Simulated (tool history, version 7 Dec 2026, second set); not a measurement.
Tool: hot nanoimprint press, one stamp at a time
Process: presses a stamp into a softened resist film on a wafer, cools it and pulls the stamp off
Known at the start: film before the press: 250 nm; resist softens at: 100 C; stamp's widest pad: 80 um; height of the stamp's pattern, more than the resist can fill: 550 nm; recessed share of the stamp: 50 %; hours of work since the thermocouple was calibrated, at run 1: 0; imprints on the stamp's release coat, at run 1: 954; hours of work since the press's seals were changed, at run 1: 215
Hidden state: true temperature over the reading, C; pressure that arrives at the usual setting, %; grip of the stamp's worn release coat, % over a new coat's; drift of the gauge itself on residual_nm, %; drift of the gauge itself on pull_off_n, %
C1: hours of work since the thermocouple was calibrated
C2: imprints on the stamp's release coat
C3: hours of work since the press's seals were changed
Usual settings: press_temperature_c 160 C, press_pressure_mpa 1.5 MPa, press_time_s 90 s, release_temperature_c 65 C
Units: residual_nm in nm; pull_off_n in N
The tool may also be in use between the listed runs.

{"run": 1, "hour": 0.0, "press_temperature_c": 160, "press_pressure_mpa": 1.5, "press_time_s": 90, "release_temperature_c": 65, "C1": 0, "C2": 954, "C3": 215, "residual_nm": 128.8, "pull_off_n": 119}
{"run": 2, "hour": 48.0, "press_temperature_c": 160, "press_pressure_mpa": 1.5, "press_time_s": 90, "release_temperature_c": 65, "C1": 33, "C2": 1099, "C3": 248, "residual_nm": 129, "pull_off_n": 115}
{"run": 3, "hour": 81.4, "press_temperature_c": 160, "press_pressure_mpa": 1.5, "press_time_s": 90, "release_temperature_c": 65, "C1": 55, "C2": 1200, "C3": 270, "residual_nm": 129.3, "pull_off_n": 117}
{"run": 4, "hour": 137.1, "press_temperature_c": 160, "press_pressure_mpa": 1.5, "press_time_s": 90, "release_temperature_c": 65, "C1": 93, "C2": 1368, "C3": 308, "residual_nm": 128.6, "pull_off_n": 113}
{"run": 5, "hour": 209.5, "press_temperature_c": 160, "press_pressure_mpa": 1.5, "press_time_s": 90, "release_temperature_c": 65, "C1": 142, "C2": 1586, "C3": 357, "residual_nm": 127.1, "pull_off_n": 111}
{"run": 6, "hour": 276.9, "press_temperature_c": 160, "press_pressure_mpa": 1.5, "press_time_s": 90, "release_temperature_c": 65, "C1": 188, "C2": 1790, "C3": 403, "residual_nm": 127.6, "pull_off_n": 114}
{"run": 7, "hour": 325.1, "press_temperature_c": 160, "press_pressure_mpa": 1.5, "press_time_s": 90, "release_temperature_c": 65, "C1": 221, "C2": 1935, "C3": 436, "residual_nm": 127.6, "pull_off_n": 110}
{"run": 8, "hour": 382.2, "press_temperature_c": 155, "press_pressure_mpa": 1.5, "press_time_s": 90, "release_temperature_c": 65, "C1": 260, "C2": 2108, "C3": 475, "residual_nm": 161.3, "pull_off_n": 115}
{"run": 9, "hour": 454.2, "press_temperature_c": 155, "press_pressure_mpa": 1.5, "press_time_s": 90, "release_temperature_c": 65, "C1": 309, "C2": 2325, "C3": 524, "residual_nm": 161.6, "pull_off_n": 112}
{"hour": 488.5, "done": "press's hydraulic seals changed and the load cell set to zero"}
{"hour": 506.7, "done": "stamp cleaned and given a new release coat"}
{"run": 10, "hour": 539.3, "press_temperature_c": 155, "press_pressure_mpa": 1.5, "press_time_s": 90, "release_temperature_c": 65, "C1": 357, "C2": 99, "C3": 31, "residual_nm": 160.6, "pull_off_n": 114}
{"run": 11, "hour": 579.4, "press_temperature_c": 160, "press_pressure_mpa": 1.5, "press_time_s": 66, "release_temperature_c": 65, "C1": 385, "C2": 220, "C3": 58, "residual_nm": 140.2, "pull_off_n": 116}
{"hour": 614.4, "done": "plate thermocouple calibrated"}
{"run": 12, "hour": 626.1, "press_temperature_c": 160, "press_pressure_mpa": 1.5, "press_time_s": 66, "release_temperature_c": 65, "C1": 8, "C2": 352, "C3": 87, "residual_nm": 139.5, "pull_off_n": 111}
{"run": 13, "hour": 662.8, "press_temperature_c": 160, "press_pressure_mpa": 1.5, "press_time_s": 66, "release_temperature_c": 65, "C1": 33, "C2": 462, "C3": 112, "residual_nm": 140.2, "pull_off_n": 113}
{"run": 14, "hour": 697.9, "press_temperature_c": 160, "press_pressure_mpa": 1.5, "press_time_s": 66, "release_temperature_c": 65, "C1": 57, "C2": 568, "C3": 136, "residual_nm": 139.6, "pull_off_n": 117}
{"hour": 767.6, "done": "gauge calibrated"}
{"run": 15, "hour": 771.1, "press_temperature_c": 160, "press_pressure_mpa": 1.5, "press_time_s": 90, "release_temperature_c": 65, "C1": 107, "C2": 789, "C3": 186, "residual_nm": 129.1, "pull_off_n": 117}
{"run": 16, "hour": 804.8, "press_temperature_c": 160, "press_pressure_mpa": 1.66, "press_time_s": 159, "release_temperature_c": 70, "C1": 129, "C2": 891, "C3": 209, "residual_nm": 100.1, "pull_off_n": 99}
{"run": 17, "hour": 874.3, "press_temperature_c": 160, "press_pressure_mpa": 1.66, "press_time_s": 159, "release_temperature_c": 70, "C1": 177, "C2": 1101, "C3": 256, "residual_nm": 99.8, "pull_off_n": 99}
{"run": 18, "hour": 931.3, "press_temperature_c": 160, "press_pressure_mpa": 1.87, "press_time_s": 77, "release_temperature_c": 65, "C1": 216, "C2": 1273, "C3": 295, "residual_nm": 123.5, "pull_off_n": 111}
{"run": 19, "hour": 976.9, "press_temperature_c": 160, "press_pressure_mpa": 1.5, "press_time_s": 90, "release_temperature_c": 70, "C1": 247, "C2": 1411, "C3": 326, "residual_nm": 127.6, "pull_off_n": 101}
{"run": 20, "hour": 1009.9, "press_temperature_c": 160, "press_pressure_mpa": 1.5, "press_time_s": 69, "release_temperature_c": 70, "C1": 269, "C2": 1510, "C3": 349, "residual_nm": 140.4, "pull_off_n": 98}
{"run": 21, "hour": 1079.9, "press_temperature_c": 169, "press_pressure_mpa": 0.91, "press_time_s": 51, "release_temperature_c": 65, "C1": 317, "C2": 1721, "C3": 396, "residual_nm": 124.5, "pull_off_n": 114}
{"run": 22, "hour": 1117.6, "press_temperature_c": 156, "press_pressure_mpa": 1.5, "press_time_s": 90, "release_temperature_c": 65, "C1": 342, "C2": 1835, "C3": 422, "residual_nm": 155.6, "pull_off_n": 115}
{"run": 23, "hour": 1187.8, "press_temperature_c": 163, "press_pressure_mpa": 1.5, "press_time_s": 76, "release_temperature_c": 69, "C1": 390, "C2": 2047, "C3": 470, "residual_nm": 116.1, "pull_off_n": 105}
{"hour": 1217.2, "done": "plate thermocouple calibrated"}
{"run": 24, "hour": 1245.7, "press_temperature_c": 163, "press_pressure_mpa": 1.5, "press_time_s": 76, "release_temperature_c": 69, "C1": 19, "C2": 2213, "C3": 507, "residual_nm": 115.3, "pull_off_n": 99}
{"hour": 1305.8, "done": "press's hydraulic seals changed and the load cell set to zero"}
{"run": 25, "hour": 1316.8, "press_temperature_c": 156, "press_pressure_mpa": 0.98, "press_time_s": 76, "release_temperature_c": 64, "C1": 62, "C2": 2403, "C3": 7, "residual_nm": 184.9, "pull_off_n": 118}
{"hour": 1335.1, "done": "stamp cleaned and given a new release coat"}
{"run": 26, "hour": 1389.1, "press_temperature_c": 156, "press_pressure_mpa": 0.98, "press_time_s": 76, "release_temperature_c": 64, "C1": 107, "C2": 164, "C3": 53, "residual_nm": 184.1, "pull_off_n": 119}
{"run": 27, "hour": 1430.2, "press_temperature_c": 169, "press_pressure_mpa": 1.72, "press_time_s": 175, "release_temperature_c": 54, "C1": 135, "C2": 287, "C3": 81, "residual_nm": 55.5, "pull_off_n": 144}
{"run": 28, "hour": 1479.5, "press_temperature_c": 164, "press_pressure_mpa": 1.5, "press_time_s": 90, "release_temperature_c": 65, "C1": 169, "C2": 436, "C3": 114, "residual_nm": 102.9, "pull_off_n": 112}
{"run": 29, "hour": 1557.1, "press_temperature_c": 154, "press_pressure_mpa": 1.5, "press_time_s": 90, "release_temperature_c": 51, "C1": 222, "C2": 671, "C3": 167, "residual_nm": 168.4, "pull_off_n": 154}

4 ways to go on from here, each from the tool as it stands after run 29. What would each give?
{"run": "A", "hour": 1598.0, "press_temperature_c": 158, "press_pressure_mpa": 1.37, "press_time_s": 107, "release_temperature_c": 51, "C1": 249, "C2": 794, "C3": 195, "residual_nm": "?", "pull_off_n": "?"}
{"run": "B", "hour": 1598.0, "press_temperature_c": 153, "press_pressure_mpa": 1.5, "press_time_s": 90, "release_temperature_c": 51, "C1": 249, "C2": 794, "C3": 195, "residual_nm": "?", "pull_off_n": "?"}
{"run": "C", "hour": 1598.0, "press_temperature_c": 165, "press_pressure_mpa": 1.77, "press_time_s": 90, "release_temperature_c": 64, "C1": 249, "C2": 794, "C3": 195, "residual_nm": "?", "pull_off_n": "?"}
{"run": "D", "hour": 1598.0, "press_temperature_c": 154, "press_pressure_mpa": 1.5, "press_time_s": 90, "release_temperature_c": 66, "C1": 249, "C2": 794, "C3": 195, "residual_nm": "?", "pull_off_n": "?"}

run=A residual_nm=136.5 pull_off_n=154
run=B residual_nm=173.5 pull_off_n=154
run=C residual_nm=88.6 pull_off_n=116
run=D residual_nm=165.1 pull_off_n=110
Without the tool's hidden state the same runs would have given:
run=A residual_nm=140.6 pull_off_n=154
run=B residual_nm=178.8 pull_off_n=154
run=C residual_nm=91.3 pull_off_n=115
run=D residual_nm=170.2 pull_off_n=110
